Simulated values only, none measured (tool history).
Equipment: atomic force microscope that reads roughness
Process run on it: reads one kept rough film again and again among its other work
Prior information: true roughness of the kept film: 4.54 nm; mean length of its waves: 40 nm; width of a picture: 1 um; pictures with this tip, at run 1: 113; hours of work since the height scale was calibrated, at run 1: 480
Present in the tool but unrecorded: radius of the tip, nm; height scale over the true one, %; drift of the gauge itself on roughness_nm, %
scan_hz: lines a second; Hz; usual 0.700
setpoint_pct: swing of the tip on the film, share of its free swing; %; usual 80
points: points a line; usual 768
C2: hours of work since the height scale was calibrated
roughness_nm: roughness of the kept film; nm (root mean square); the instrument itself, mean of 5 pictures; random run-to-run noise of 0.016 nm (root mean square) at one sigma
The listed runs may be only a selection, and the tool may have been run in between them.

{"run": 1, "hour": 0.0, "scan_hz": 0.7, "setpoint_pct": 80, "points": 768, "pictures with this tip": 113, "C2": 480, "roughness_nm": 3.596}
{"hour": 28.8, "done": "new tip fitted"}
{"run": 2, "hour": 30.1, "scan_hz": 0.7, "setpoint_pct": 80, "points": 768, "pictures with this tip": 2, "C2": 500, "roughness_nm": 3.974}
{"run": 3, "hour": 56.9, "scan_hz": 0.7, "setpoint_pct": 80, "points": 768, "pictures with this tip": 45, "C2": 518, "roughness_nm": 3.791}
{"run": 4, "hour": 80.3, "scan_hz": 1.927, "setpoint_pct": 80, "points": 768, "pictures with this tip": 83, "C2": 533, "roughness_nm": 3.274}
{"run": 5, "hour": 99.2, "scan_hz": 1.927, "setpoint_pct": 80, "points": 768, "pictures with this tip": 113, "C2": 546, "roughness_nm": 3.159}
{"run": 6, "hour": 111.4, "scan_hz": 2.102, "setpoint_pct": 80, "points": 768, "pictures with this tip": 132, "C2": 554, "roughness_nm": 3.081}
{"hour": 127.9, "done": "new tip fitted"}
{"run": 7, "hour": 139.9, "scan_hz": 0.7, "setpoint_pct": 80, "points": 768, "pictures with this tip": 19, "C2": 573, "roughness_nm": 3.897}
{"run": 8, "hour": 154.2, "scan_hz": 0.7, "setpoint_pct": 80, "points": 768, "pictures with this tip": 42, "C2": 582, "roughness_nm": 3.825}
{"run": 9, "hour": 172.9, "scan_hz": 0.7, "setpoint_pct": 80, "points": 768, "pictures with this tip": 72, "C2": 595, "roughness_nm": 3.642}
{"run": 10, "hour": 201.5, "scan_hz": 0.7, "setpoint_pct": 80, "points": 483, "pictures with this tip": 118, "C2": 614, "roughness_nm": 3.46}
{"run": 11, "hour": 219.5, "scan_hz": 0.7, "setpoint_pct": 80, "points": 483, "pictures with this tip": 147, "C2": 626, "roughness_nm": 3.354}
{"hour": 226.8, "done": "new tip fitted"}
{"run": 12, "hour": 247.6, "scan_hz": 0.7, "setpoint_pct": 80, "points": 483, "pictures with this tip": 33, "C2": 644, "roughness_nm": 3.844}
{"run": 13, "hour": 265.3, "scan_hz": 0.7, "setpoint_pct": 80, "points": 483, "pictures with this tip": 61, "C2": 656, "roughness_nm": 3.708}
{"run": 14, "hour": 294.3, "scan_hz": 2.241, "setpoint_pct": 80, "points": 483, "pictures with this tip": 108, "C2": 675, "roughness_nm": 3.088}
{"run": 15, "hour": 313.7, "scan_hz": 2.241, "setpoint_pct": 80, "points": 483, "pictures with this tip": 139, "C2": 688, "roughness_nm": 2.982}
{"hour": 326.9, "done": "new tip fitted"}
{"run": 16, "hour": 342.1, "scan_hz": 0.7, "setpoint_pct": 80, "points": 768, "pictures with this tip": 25, "C2": 707, "roughness_nm": 3.882}
{"run": 17, "hour": 367.4, "scan_hz": 0.7, "setpoint_pct": 80, "points": 819, "pictures with this tip": 65, "C2": 724, "roughness_nm": 3.693}
{"run": 18, "hour": 383.4, "scan_hz": 0.7, "setpoint_pct": 80, "points": 819, "pictures with this tip": 91, "C2": 734, "roughness_nm": 3.584}
{"run": 19, "hour": 396.9, "scan_hz": 0.7, "setpoint_pct": 80, "points": 819, "pictures with this tip": 112, "C2": 743, "roughness_nm": 3.511}
{"run": 20, "hour": 413.3, "scan_hz": 0.7, "setpoint_pct": 85, "points": 513, "pictures with this tip": 139, "C2": 754, "roughness_nm": 3.365}
{"hour": 425.7, "done": "new tip fitted"}
{"run": 21, "hour": 425.7, "scan_hz": 0.942, "setpoint_pct": 85, "points": 268, "pictures with this tip": 0, "C2": 762, "roughness_nm": 3.804}
{"run": 22, "hour": 445.2, "scan_hz": 0.942, "setpoint_pct": 85, "points": 268, "pictures with this tip": 31, "C2": 775, "roughness_nm": 3.674}
{"run": 23, "hour": 469.1, "scan_hz": 0.7, "setpoint_pct": 80, "points": 287, "pictures with this tip": 69, "C2": 791, "roughness_nm": 3.653}
{"run": 24, "hour": 485.9, "scan_hz": 0.7, "setpoint_pct": 80, "points": 287, "pictures with this tip": 96, "C2": 802, "roughness_nm": 3.569}
{"run": 25, "hour": 502.3, "scan_hz": 2.769, "setpoint_pct": 80, "points": 928, "pictures with this tip": 122, "C2": 813, "roughness_nm": 2.961}
{"run": 26, "hour": 519.9, "scan_hz": 0.7, "setpoint_pct": 80, "points": 745, "pictures with this tip": 150, "C2": 825, "roughness_nm": 3.392}
{"hour": 524.4, "done": "new tip fitted"}
{"run": 27, "hour": 532.8, "scan_hz": 3.843, "setpoint_pct": 80, "points": 361, "pictures with this tip": 13, "C2": 833, "roughness_nm": 3.111}
{"run": 28, "hour": 561.4, "scan_hz": 0.7, "setpoint_pct": 59, "points": 337, "pictures with this tip": 59, "C2": 852, "roughness_nm": 3.897}
{"run": 29, "hour": 590.4, "scan_hz": 0.7, "setpoint_pct": 76, "points": 337, "pictures with this tip": 105, "C2": 872, "roughness_nm": 3.571}
{"run": 30, "hour": 604.1, "scan_hz": 0.7, "setpoint_pct": 80, "points": 802, "pictures with this tip": 127, "C2": 881, "roughness_nm": 3.44}
{"hour": 623.0, "done": "new tip fitted"}
{"run": 31, "hour": 624.2, "scan_hz": 2.17, "setpoint_pct": 70, "points": 573, "pictures with this tip": 2, "C2": 894, "roughness_nm": 3.789}
{"run": 32, "hour": 644.0, "scan_hz": 0.789, "setpoint_pct": 55, "points": 993, "pictures with this tip": 33, "C2": 907, "roughness_nm": 4.078}
{"run": 33, "hour": 673.2, "scan_hz": 0.709, "setpoint_pct": 55, "points": 993, "pictures with this tip": 80, "C2": 927, "roughness_nm": 3.842}
{"run": 34, "hour": 692.9, "scan_hz": 0.709, "setpoint_pct": 90, "points": 993, "pictures with this tip": 112, "C2": 940, "roughness_nm": 3.412}
{"run": 35, "hour": 711.9, "scan_hz": 0.709, "setpoint_pct": 90, "points": 993, "pictures with this tip": 142, "C2": 952, "roughness_nm": 3.322}

Predict each of these 5 candidate next runs independently; none follows another, all start after run 35:
{"hour": 722.6, "done": "new tip fitted"}
{"run": "A", "hour": 735.3, "scan_hz": 1.29, "setpoint_pct": 65, "points": 631, "pictures with this tip": 21, "C2": 968, "roughness_nm": "?"}
{"hour": 722.6, "done": "new tip fitted"}
{"run": "B", "hour": 735.3, "scan_hz": 0.831, "setpoint_pct": 85, "points": 260, "pictures with this tip": 21, "C2": 968, "roughness_nm": "?"}
{"hour": 722.6, "done": "new tip fitted"}
{"run": "C", "hour": 735.3, "scan_hz": 0.918, "setpoint_pct": 78, "points": 585, "pictures with this tip": 21, "C2": 968, "roughness_nm": "?"}
{"hour": 722.6, "done": "new tip fitted"}
{"run": "D", "hour": 735.3, "scan_hz": 0.653, "setpoint_pct": 79, "points": 375, "pictures with this tip": 21, "C2": 968, "roughness_nm": "?"}
{"hour": 722.6, "done": "new tip fitted"}
{"run": "E", "hour": 735.3, "scan_hz": 1.145, "setpoint_pct": 70, "points": 859, "pictures with this tip": 21, "C2": 968, "roughness_nm": "?"}

run=A roughness_nm=3.984
run=B roughness_nm=3.798
run=C roughness_nm=3.868
run=D roughness_nm=3.934
run=E roughness_nm=3.934
Take away the tool's hidden state, keep each run's random variation, and the runs would have read:
run=A roughness_nm=3.999
run=B roughness_nm=3.812
run=C roughness_nm=3.883
run=D roughness_nm=3.949
run=E roughness_nm=3.949

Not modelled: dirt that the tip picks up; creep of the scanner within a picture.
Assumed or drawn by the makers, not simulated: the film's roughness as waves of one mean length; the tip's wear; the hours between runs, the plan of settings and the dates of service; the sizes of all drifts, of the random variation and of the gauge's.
